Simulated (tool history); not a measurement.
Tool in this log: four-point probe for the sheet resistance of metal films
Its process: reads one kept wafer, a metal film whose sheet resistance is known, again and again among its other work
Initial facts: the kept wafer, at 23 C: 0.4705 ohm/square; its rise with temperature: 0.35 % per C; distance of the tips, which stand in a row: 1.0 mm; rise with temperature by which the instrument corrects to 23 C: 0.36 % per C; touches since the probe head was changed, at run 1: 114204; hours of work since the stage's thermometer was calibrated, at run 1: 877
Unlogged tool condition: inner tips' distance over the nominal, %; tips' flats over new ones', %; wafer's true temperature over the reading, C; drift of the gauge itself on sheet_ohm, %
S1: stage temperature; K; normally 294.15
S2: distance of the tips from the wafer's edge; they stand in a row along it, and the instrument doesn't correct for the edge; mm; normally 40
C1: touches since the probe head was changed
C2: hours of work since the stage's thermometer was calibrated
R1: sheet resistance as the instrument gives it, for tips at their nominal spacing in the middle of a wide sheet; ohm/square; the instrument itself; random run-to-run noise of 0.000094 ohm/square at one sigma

| run | hour | S1 | S2 | C1 | C2 | R1 |
|---|---|---|---|---|---|---|
| 1 | 0 | 294.15 | 40 | 114204 | 877 | 0.478111 |
| 2 | 28.9 | 294.15 | 40 | 116133 | 899 | 0.478081 |
| 3 | 60.3 | 295.15 | 40 | 118223 | 922 | 0.477981 |
| 4 | 98.8 | 295.15 | 40 | 120795 | 951 | 0.478191 |
| 5 | 118.6 | 295.15 | 40 | 122116 | 965 | 0.478484 |
| 6 | 156.4 | 295.15 | 40 | 124638 | 993 | 0.478564 |
| 7 | 172.5 | 294.15 | 40 | 125707 | 1005 | 0.478593 |
| 8 | 195.9 | 294.15 | 40 | 127273 | 1023 | 0.478759 |
| 9 | 215.3 | 291.15 | 69 | 128562 | 1037 | 0.478783 |
| 10 | 252.8 | 292.15 | 15 | 131064 | 1065 | 0.479878 |
| 11 | 284.6 | 306.15 | 21 | 133187 | 1089 | 0.478849 |
| 12 | 301.6 | 292.15 | 54 | 134324 | 1101 | 0.478824 |
| 13 | 318 | 296.15 | 5 | 135414 | 1113 | 0.489009 |
| 14 | 342.3 | 296.15 | 5 | 137035 | 1131 | 0.488768 |
| 15 | 358.3 | 296.15 | 22 | 138104 | 1143 | 0.479368 |

Predict each of these 4 candidate next runs independently; none follows another, all start after run 15:
| A | 393 | 294.15 | 32 | 140420 | 1169 | ? |
| B | 393 | 296.15 | 13 | 140420 | 1169 | ? |
| C | 393 | 306.15 | 21 | 140420 | 1169 | ? |
| D | 393 | 303.15 | 35 | 140420 | 1169 | ? |

| run | R1 |
|---|---|
| A | 0.479453 |
| B | 0.480633 |
| C | 0.479072 |
| D | 0.479203 |
What these runs would have given with no unlogged condition in the tool:
| run | R1 |
|---|---|
| A | 0.470839 |
| B | 0.472005 |
| C | 0.470497 |
| D | 0.470619 |

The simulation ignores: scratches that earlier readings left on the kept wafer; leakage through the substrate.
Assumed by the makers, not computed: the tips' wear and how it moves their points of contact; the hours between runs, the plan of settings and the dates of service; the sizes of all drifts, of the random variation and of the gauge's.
